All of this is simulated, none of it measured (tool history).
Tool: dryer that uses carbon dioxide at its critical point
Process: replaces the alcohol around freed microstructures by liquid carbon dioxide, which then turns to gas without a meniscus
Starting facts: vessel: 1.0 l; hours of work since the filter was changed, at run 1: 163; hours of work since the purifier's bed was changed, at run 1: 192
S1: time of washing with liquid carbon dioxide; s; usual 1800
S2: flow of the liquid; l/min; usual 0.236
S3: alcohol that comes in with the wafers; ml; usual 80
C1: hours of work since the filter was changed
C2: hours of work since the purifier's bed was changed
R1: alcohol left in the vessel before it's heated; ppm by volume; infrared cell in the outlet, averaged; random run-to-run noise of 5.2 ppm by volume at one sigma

run   hour    S1     S2   S3   C1   C2    R1
  1      0  1800  0.236   80  163  192   178
  2     17  1800  0.236   80  170  199   180
  3   44.7  1800  0.236   80  181  210   186
  4   67.8  1800  0.236   80  190  219   179
  5   92.2  1800  0.273   80  200  229   110
  6  110.5  1800  0.273   80  207  236   116
  7    136  1800  0.273   80  218  247   114
     141.4  -- inlet filter changed
  8  163.3  1800  0.273   80    9  257    88
  9  184.9  1800  0.273   80   18  266    80
 10  204.4  1800  0.273   80   25  274    83
 11  224.9  1800  0.273   80   34  282    92
 12  242.1  1800  0.236   54   41  289   127
 13  260.4  1800  0.236   54   48  296   135
 14  279.5  1800  0.236   54   56  304   127
 15  300.5  1800  0.363   80   64  312    66
 16  313.9  1800  0.363   80   69  318    64
 17  333.3  1800  0.236   80   77  326   185
 18  361.4  1800  0.236   80   89  337   179
 19  382.1  1800  0.236   80   97  345   183
 20  400.8  1440  0.236   80  104  353   512
 21  418.7  1440  0.236   80  112  360   495
 22  435.6  1920  0.149   35  118  367   579
 23  448.9  1800  0.248   98  124  372   191
 24  474.9  1500  0.384   81  134  383    91
 25  496.3  2400  0.164   37  143  391   201
 26    509  1080  0.329  112  148  396   531
 27  521.5  1200  0.362   80  153  401   182
 28  542.6  1800  0.157   48  162  410   848
 29  567.7  1800  0.395   66  172  420    85
 30  583.8  1980  0.361   26  178  426    89
 31  607.2  1980  0.361   26  187  436    96
 32  620.3  1800  0.168   77  193  441  1014
 33  646.6  1800  0.168   77  203  452  1030
 34  670.8  1800  0.288   30  213  461   109
     686.4  -- inlet filter changed
 35  695.8  1800  0.288   30    4  471   101
 36  723.7  1800  0.288   30   15  482   101
 37  750.9  2220  0.188  116   26  493   266
 38  767.1  1320  0.236   80   32  500   677
 39  784.8  1320  0.236   80   40  507   689
 40  806.5  2580  0.236   41   48  516   100
 41    821  1200  0.203   37   54  521   932
 42  849.4  2400  0.308   80   66  533   110

3 ways to go on from here, each from the tool as it stands after run 42. What would each give?
  A  876.4  2700  0.308  50  76  544   ?
  B  876.4  1440  0.164  80  76  544   ?
  C  876.4  2400  0.191  80  76  544   ?

run    R1
  A   116
  B  2341
  C   180
Had the tool no hidden state, the same runs would have come out as:
run    R1
  A    10
  B  2007
  C    62

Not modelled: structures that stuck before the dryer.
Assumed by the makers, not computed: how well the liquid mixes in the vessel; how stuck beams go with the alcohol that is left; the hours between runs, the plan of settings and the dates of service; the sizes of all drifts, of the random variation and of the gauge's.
